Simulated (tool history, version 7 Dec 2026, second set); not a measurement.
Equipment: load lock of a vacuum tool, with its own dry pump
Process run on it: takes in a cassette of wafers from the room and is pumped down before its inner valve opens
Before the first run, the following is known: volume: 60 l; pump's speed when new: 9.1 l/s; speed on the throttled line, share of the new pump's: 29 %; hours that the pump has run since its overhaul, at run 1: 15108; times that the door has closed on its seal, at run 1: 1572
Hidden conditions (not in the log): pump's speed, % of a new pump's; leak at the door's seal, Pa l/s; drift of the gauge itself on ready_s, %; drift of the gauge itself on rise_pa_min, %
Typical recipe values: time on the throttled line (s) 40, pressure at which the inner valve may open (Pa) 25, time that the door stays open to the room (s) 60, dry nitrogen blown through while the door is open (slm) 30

| run | hour | time on the throttled line (s) | pressure at which the inner valve may open (Pa) | time that the door stays open to the room (s) | dry nitrogen blown through while the door is open (slm) | hours that the pump has run since its overhaul | times that the door has closed on its seal | incoming humidity of the room's air, % | time from the closed door until the inner valve may open (s) | rise of the pressure with all valves shut (Pa/min) |
|---|---|---|---|---|---|---|---|---|---|---|
| 1 | 0 | 40 | 25 | 60 | 30 | 15108 | 1572 | 43.7 | 90.4 | 0.025 |
| 2 | 195.5 | 40 | 25 | 60 | 30 | 15303 | 1833 | 44.5 | 90.3 | 0.025 |
|  | 275.4 | dry pump taken out, an overhauled one fitted |
| 3 | 476.2 | 40 | 25 | 60 | 30 | 201 | 2200 | 45.4 | 82.9 | 0.029 |
| 4 | 655.1 | 40 | 25 | 60 | 30 | 380 | 2438 | 43.7 | 82.4 | 0.028 |
| 5 | 966.5 | 40 | 25 | 60 | 30 | 691 | 2854 | 43.4 | 82.9 | 0.027 |
| 6 | 1309.7 | 40 | 25 | 60 | 30 | 1034 | 3312 | 43.8 | 82.7 | 0.026 |
| 7 | 1493.4 | 40 | 25 | 60 | 30 | 1218 | 3557 | 45.8 | 82.9 | 0.033 |
| 8 | 1835 | 40 | 25 | 60 | 30 | 1560 | 4013 | 43.7 | 83.5 | 0.028 |
| 9 | 2236.2 | 40 | 25 | 60 | 30 | 1961 | 4548 | 44.8 | 83.3 | 0.038 |
| 10 | 2440 | 40 | 25 | 70 | 30 | 2165 | 4820 | 43.5 | 83.4 | 0.035 |
| 11 | 2728.6 | 40 | 25 | 70 | 30 | 2453 | 5205 | 43.3 | 83.1 | 0.038 |
| 12 | 2931.6 | 40 | 25 | 70 | 30 | 2656 | 5476 | 45 | 83.8 | 0.038 |
| 13 | 3211.5 | 40 | 39 | 113 | 30 | 2936 | 5849 | 45.3 | 80.8 | 0.045 |
| 14 | 3526.4 | 26 | 40 | 205 | 30 | 3251 | 6269 | 45.9 | 70.2 | 0.067 |
| 15 | 3776.3 | 29 | 30 | 60 | 30 | 3501 | 6603 | 50.3 | 74.4 | 0.046 |
| 16 | 4048 | 69 | 25 | 60 | 34 | 3773 | 6965 | 45.9 | 103.5 | 0.041 |
| 17 | 4228.7 | 47 | 33 | 60 | 5 | 3953 | 7206 | 43 | 87.5 | 0.055 |
| 18 | 4550.3 | 47 | 33 | 60 | 5 | 4275 | 7635 | 49.4 | 86.6 | 0.058 |
| 19 | 4905.8 | 47 | 29 | 60 | 5 | 4630 | 8109 | 41.2 | 88 | 0.058 |
| 20 | 5206.6 | 36 | 31 | 60 | 9 | 4931 | 8511 | 43.2 | 80 | 0.058 |
| 21 | 5469 | 40 | 19 | 236 | 30 | 5194 | 8861 | 42.1 | 86 | 0.07 |

Results per run with the tool's hidden condition removed, run-to-run variation unchanged:
| run | time from the closed door until the inner valve may open (s) | rise of the pressure with all valves shut (Pa/min) |
|---|---|---|
| 1 | 83.3 | 0.021 |
| 2 | 83.1 | 0.02 |
| 3 | 83.6 | 0.024 |
| 4 | 83 | 0.022 |
| 5 | 83.4 | 0.02 |
| 6 | 83 | 0.018 |
| 7 | 83.2 | 0.024 |
| 8 | 83.6 | 0.017 |
| 9 | 83.3 | 0.025 |
| 10 | 83.2 | 0.022 |
| 11 | 82.9 | 0.024 |
| 12 | 83.5 | 0.023 |
| 13 | 80.4 | 0.029 |
| 14 | 69.6 | 0.049 |
| 15 | 73.7 | 0.027 |
| 16 | 102.9 | 0.02 |
| 17 | 86.7 | 0.034 |
| 18 | 85.7 | 0.035 |
| 19 | 87 | 0.032 |
| 20 | 78.8 | 0.03 |
| 21 | 84.6 | 0.041 |

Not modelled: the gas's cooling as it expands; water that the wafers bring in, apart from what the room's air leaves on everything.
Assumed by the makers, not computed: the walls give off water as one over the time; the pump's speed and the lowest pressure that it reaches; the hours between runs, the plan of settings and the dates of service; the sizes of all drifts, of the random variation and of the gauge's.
